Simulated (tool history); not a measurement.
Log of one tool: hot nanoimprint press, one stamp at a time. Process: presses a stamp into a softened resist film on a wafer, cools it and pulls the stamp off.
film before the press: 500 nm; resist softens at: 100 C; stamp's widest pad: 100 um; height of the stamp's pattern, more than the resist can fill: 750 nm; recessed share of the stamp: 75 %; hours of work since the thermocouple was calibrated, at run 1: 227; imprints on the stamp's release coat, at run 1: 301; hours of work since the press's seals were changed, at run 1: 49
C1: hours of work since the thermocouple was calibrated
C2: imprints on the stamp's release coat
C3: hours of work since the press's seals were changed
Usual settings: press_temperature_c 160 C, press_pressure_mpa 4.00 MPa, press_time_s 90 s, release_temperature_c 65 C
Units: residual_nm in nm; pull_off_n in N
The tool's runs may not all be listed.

{"run": 1, "hour": 0.0, "press_temperature_c": 160, "press_pressure_mpa": 4.0, "press_time_s": 90, "release_temperature_c": 65, "C1": 227, "C2": 301, "C3": 49, "residual_nm": 208.2, "pull_off_n": 211}
{"run": 2, "hour": 27.9, "press_temperature_c": 160, "press_pressure_mpa": 4.0, "press_time_s": 90, "release_temperature_c": 65, "C1": 240, "C2": 382, "C3": 63, "residual_nm": 208.0, "pull_off_n": 219}
{"run": 3, "hour": 73.3, "press_temperature_c": 160, "press_pressure_mpa": 4.0, "press_time_s": 90, "release_temperature_c": 65, "C1": 262, "C2": 514, "C3": 84, "residual_nm": 206.0, "pull_off_n": 211}
{"run": 4, "hour": 114.3, "press_temperature_c": 160, "press_pressure_mpa": 4.0, "press_time_s": 90, "release_temperature_c": 65, "C1": 282, "C2": 633, "C3": 104, "residual_nm": 205.7, "pull_off_n": 219}
{"run": 5, "hour": 146.7, "press_temperature_c": 160, "press_pressure_mpa": 4.0, "press_time_s": 90, "release_temperature_c": 65, "C1": 297, "C2": 727, "C3": 119, "residual_nm": 208.9, "pull_off_n": 214}
{"run": 6, "hour": 189.4, "press_temperature_c": 160, "press_pressure_mpa": 4.0, "press_time_s": 90, "release_temperature_c": 65, "C1": 317, "C2": 851, "C3": 140, "residual_nm": 208.5, "pull_off_n": 208}
{"run": 7, "hour": 232.9, "press_temperature_c": 160, "press_pressure_mpa": 4.0, "press_time_s": 90, "release_temperature_c": 65, "C1": 338, "C2": 977, "C3": 160, "residual_nm": 205.6, "pull_off_n": 219}
{"hour": 254.3, "done": "plate thermocouple calibrated"}
{"run": 8, "hour": 280.5, "press_temperature_c": 160, "press_pressure_mpa": 4.0, "press_time_s": 90, "release_temperature_c": 65, "C1": 12, "C2": 1106, "C3": 181, "residual_nm": 207.3, "pull_off_n": 224}
{"run": 9, "hour": 310.3, "press_temperature_c": 160, "press_pressure_mpa": 4.0, "press_time_s": 90, "release_temperature_c": 65, "C1": 27, "C2": 1192, "C3": 196, "residual_nm": 208.3, "pull_off_n": 212}
{"run": 10, "hour": 356.8, "press_temperature_c": 160, "press_pressure_mpa": 4.0, "press_time_s": 90, "release_temperature_c": 65, "C1": 49, "C2": 1328, "C3": 218, "residual_nm": 206.9, "pull_off_n": 216}
{"run": 11, "hour": 398.1, "press_temperature_c": 160, "press_pressure_mpa": 4.57, "press_time_s": 90, "release_temperature_c": 66, "C1": 68, "C2": 1447, "C3": 237, "residual_nm": 195.6, "pull_off_n": 216}
{"hour": 415.4, "done": "stamp cleaned and given a new release coat"}
{"run": 12, "hour": 427.1, "press_temperature_c": 154, "press_pressure_mpa": 4.0, "press_time_s": 78, "release_temperature_c": 67, "C1": 79, "C2": 34, "C3": 248, "residual_nm": 318.0, "pull_off_n": 205}
{"run": 13, "hour": 459.7, "press_temperature_c": 161, "press_pressure_mpa": 5.98, "press_time_s": 90, "release_temperature_c": 65, "C1": 95, "C2": 129, "C3": 264, "residual_nm": 162.5, "pull_off_n": 219}
{"run": 14, "hour": 486.7, "press_temperature_c": 162, "press_pressure_mpa": 3.74, "press_time_s": 137, "release_temperature_c": 73, "C1": 108, "C2": 207, "C3": 277, "residual_nm": 157.0, "pull_off_n": 194}
{"run": 15, "hour": 521.2, "press_temperature_c": 162, "press_pressure_mpa": 3.74, "press_time_s": 137, "release_temperature_c": 73, "C1": 124, "C2": 307, "C3": 293, "residual_nm": 157.8, "pull_off_n": 196}
{"run": 16, "hour": 548.2, "press_temperature_c": 160, "press_pressure_mpa": 4.0, "press_time_s": 88, "release_temperature_c": 57, "C1": 137, "C2": 385, "C3": 306, "residual_nm": 210.5, "pull_off_n": 240}
{"run": 17, "hour": 593.6, "press_temperature_c": 160, "press_pressure_mpa": 4.0, "press_time_s": 88, "release_temperature_c": 57, "C1": 159, "C2": 517, "C3": 328, "residual_nm": 209.7, "pull_off_n": 239}
{"run": 18, "hour": 615.1, "press_temperature_c": 150, "press_pressure_mpa": 6.17, "press_time_s": 77, "release_temperature_c": 59, "C1": 169, "C2": 579, "C3": 338, "residual_nm": 344.9, "pull_off_n": 239}
{"run": 19, "hour": 662.2, "press_temperature_c": 150, "press_pressure_mpa": 6.17, "press_time_s": 77, "release_temperature_c": 59, "C1": 191, "C2": 716, "C3": 360, "residual_nm": 341.3, "pull_off_n": 235}
{"run": 20, "hour": 689.3, "press_temperature_c": 160, "press_pressure_mpa": 4.0, "press_time_s": 50, "release_temperature_c": 65, "C1": 204, "C2": 795, "C3": 373, "residual_nm": 259.6, "pull_off_n": 221}

Forecast each of these 5 alternatives for the next run:
{"run": "A", "hour": 717.8, "press_temperature_c": 169, "press_pressure_mpa": 4.0, "press_time_s": 90, "release_temperature_c": 65, "C1": 218, "C2": 877, "C3": 387, "residual_nm": "?", "pull_off_n": "?"}
{"run": "B", "hour": 717.8, "press_temperature_c": 170, "press_pressure_mpa": 4.0, "press_time_s": 90, "release_temperature_c": 65, "C1": 218, "C2": 877, "C3": 387, "residual_nm": "?", "pull_off_n": "?"}
{"run": "C", "hour": 717.8, "press_temperature_c": 160, "press_pressure_mpa": 5.51, "press_time_s": 90, "release_temperature_c": 65, "C1": 218, "C2": 877, "C3": 387, "residual_nm": "?", "pull_off_n": "?"}
{"run": "D", "hour": 717.8, "press_temperature_c": 158, "press_pressure_mpa": 4.0, "press_time_s": 54, "release_temperature_c": 52, "C1": 218, "C2": 877, "C3": 387, "residual_nm": "?", "pull_off_n": "?"}
{"run": "E", "hour": 717.8, "press_temperature_c": 160, "press_pressure_mpa": 4.0, "press_time_s": 179, "release_temperature_c": 59, "C1": 218, "C2": 877, "C3": 387, "residual_nm": "?", "pull_off_n": "?"}

run=A residual_nm=113.9 pull_off_n=222
run=B residual_nm=106.3 pull_off_n=213
run=C residual_nm=179.7 pull_off_n=215
run=D residual_nm=284.2 pull_off_n=252
run=E residual_nm=156.2 pull_off_n=229
Without the tool's hidden state the same runs would have given:
run=A residual_nm=113.7 pull_off_n=220
run=B residual_nm=106.1 pull_off_n=212
run=C residual_nm=179.3 pull_off_n=214
run=D residual_nm=283.7 pull_off_n=250
run=E residual_nm=155.9 pull_off_n=227

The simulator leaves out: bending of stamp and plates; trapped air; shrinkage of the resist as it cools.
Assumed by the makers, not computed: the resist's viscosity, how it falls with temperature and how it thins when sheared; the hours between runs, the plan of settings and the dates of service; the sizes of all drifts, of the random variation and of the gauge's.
